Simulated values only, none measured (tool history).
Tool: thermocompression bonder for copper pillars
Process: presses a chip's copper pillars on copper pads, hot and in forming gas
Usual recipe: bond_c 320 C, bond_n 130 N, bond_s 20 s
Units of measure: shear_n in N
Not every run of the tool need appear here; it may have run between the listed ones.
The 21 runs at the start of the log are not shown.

run   hour  bond_c  bond_n  bond_s  shear_n
 22  194.0     320     113      29     29.7
 23  203.4     301     123      25     22.4
 24  216.8     301     123      25     22.9
 25  227.8     301     123      25     22.4
 26  241.1     318      93      58     34.5
 27  252.9     318      93      58     33.9
 28  261.8     315      91      51     31.9
 29  267.4     315      91      51     31.4
 30  277.4     315     172      51     40.9
 31  286.3     325     148      21     31.3
 32  293.7     314      85      21     20.7
 33  307.1     314      85      21     20.2
 34  316.2     314      85      21     20.0

Forecast run 35:
 35  328.2     314      85      21        ?

Run 35 gave shear_n 20.2 N.
On a tool with no hidden condition, and with the same random variation, this run would have come out at shear_n 21.9 N.
